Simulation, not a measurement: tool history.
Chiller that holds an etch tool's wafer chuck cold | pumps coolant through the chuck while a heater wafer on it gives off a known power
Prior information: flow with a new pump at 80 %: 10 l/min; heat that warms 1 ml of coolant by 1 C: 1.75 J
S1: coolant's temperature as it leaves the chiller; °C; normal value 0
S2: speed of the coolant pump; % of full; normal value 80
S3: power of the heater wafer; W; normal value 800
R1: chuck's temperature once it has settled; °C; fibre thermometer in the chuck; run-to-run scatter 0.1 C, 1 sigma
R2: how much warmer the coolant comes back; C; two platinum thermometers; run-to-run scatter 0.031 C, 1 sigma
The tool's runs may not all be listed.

run,day,S1,S2,S3,R1,R2
1,0.000,0,80,800,9.2,2.73
2,1.600,0,80,800,9.3,2.77
3,2.633,0,80,813,9.7,2.87
4,3.650,0,80,813,9.3,2.82
5,4.362,7,80,800,16.5,2.76
6,5.096,7,80,800,16.4,2.76
7,6.533,4,83,1044,15.8,3.52
8,7.696,-1,75,995,11.1,3.74
9,8.379,0,79,438,5.5,1.53
10,9.512,0,81,437,5.6,1.46
11,10.496,6,80,800,15.4,2.79
12,11.392,6,80,800,15.5,2.82

Branching from run 12: 5 alternative next runs. What would each branch give?
A,12.771,8,80,635,?,?
B,12.771,6,80,415,?,?
C,12.771,0,72,645,?,?
D,12.771,6,80,512,?,?
E,12.771,10,81,523,?,?

run,R1,R2
A,15.7,2.21
B,11.3,1.44
C,8.4,2.54
D,12.5,1.75
E,16.5,1.79
Without the tool's hidden state the same runs would have given:
run,R1,R2
A,14.2,2.17
B,9.9,1.41
C,6.8,2.49
D,11.0,1.72
E,15.0,1.76
